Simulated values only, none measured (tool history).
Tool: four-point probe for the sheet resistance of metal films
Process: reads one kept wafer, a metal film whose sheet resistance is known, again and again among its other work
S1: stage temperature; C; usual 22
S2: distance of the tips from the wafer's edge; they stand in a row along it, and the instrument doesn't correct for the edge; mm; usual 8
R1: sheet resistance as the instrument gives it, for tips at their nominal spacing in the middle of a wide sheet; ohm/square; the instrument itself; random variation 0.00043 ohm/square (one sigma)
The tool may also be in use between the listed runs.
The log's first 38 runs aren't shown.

run	hour	S1	S2	R1
39	605.1	23	6	2.165607
40	620.5	23	6	2.164817
41	640.9	28	8	2.163328
42	661.1	29	8	2.163564
43	676.4	30	68	2.156556
44	690.9	25	6	2.166082
45	709.2	20	26	2.149177
46	729.5	20	26	2.148714

3 ways to go on from here, each from the tool as it stands after run 46. What would each give?
A	741.0	20	16	?
B	741.0	22	4	?
C	741.0	20	63	?

run	R1
A	2.149356
B	2.178506
C	2.148151
Without the tool's hidden state the same runs would have given:
run	R1
A	2.151079
B	2.180235
C	2.149872
